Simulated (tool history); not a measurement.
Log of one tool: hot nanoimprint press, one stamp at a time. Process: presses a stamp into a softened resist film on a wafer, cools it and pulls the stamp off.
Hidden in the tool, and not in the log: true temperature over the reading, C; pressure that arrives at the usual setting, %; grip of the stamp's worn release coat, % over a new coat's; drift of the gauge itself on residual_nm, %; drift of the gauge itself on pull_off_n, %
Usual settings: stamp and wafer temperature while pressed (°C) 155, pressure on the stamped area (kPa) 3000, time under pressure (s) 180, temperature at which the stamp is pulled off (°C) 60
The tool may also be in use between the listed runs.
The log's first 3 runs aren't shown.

run,hour,stamp and wafer temperature while pressed (°C),pressure on the stamped area (kPa),time under pressure (s),temperature at which the stamp is pulled off (°C),hours of work since the thermocouple was calibrated,imprints on the stamp's release coat,hours of work since the press's seals were changed,resist left under the stamp's widest pad (nm),greatest force while the stamp is pulled off (N)
4,45.9,155,3000,180,60,133,789,119,181.5,187
5,64.4,155,3000,180,60,144,841,130,181.7,183
# hour 72.9: stamp cleaned and given a new release coat
6,81.6,155,3000,180,60,151,24,136,181.8,188
7,97.6,155,3000,180,60,160,69,145,182,184
8,108.2,149,3000,180,60,166,98,152,271.5,182
9,124.9,155,3000,180,60,175,145,161,180.9,181
10,133.4,151,3000,180,60,180,169,166,238,181
11,147,151,3000,180,60,188,207,174,238.8,185
12,158.6,151,3000,180,60,195,239,180,233.5,186
13,171.8,155,3600,180,60,202,276,188,164.4,183
14,186.3,155,3000,180,60,211,316,196,178.8,186
15,195.8,155,3000,180,60,216,343,202,179.7,185
16,212.3,165,3700,126,60,226,389,211,95.7,185
17,230.9,164,2710,126,60,236,441,222,119.2,185

Forecast run 18:
18,240.4,150,2710,126,50,242,468,227,?,?

resist left under the stamp's widest pad (nm): 294.5
greatest force while the stamp is pulled off (N): 213
Without the tool's hidden state the same run would have given resist left under the stamp's widest pad (nm) 297.8, greatest force while the stamp is pulled off (N) 212.
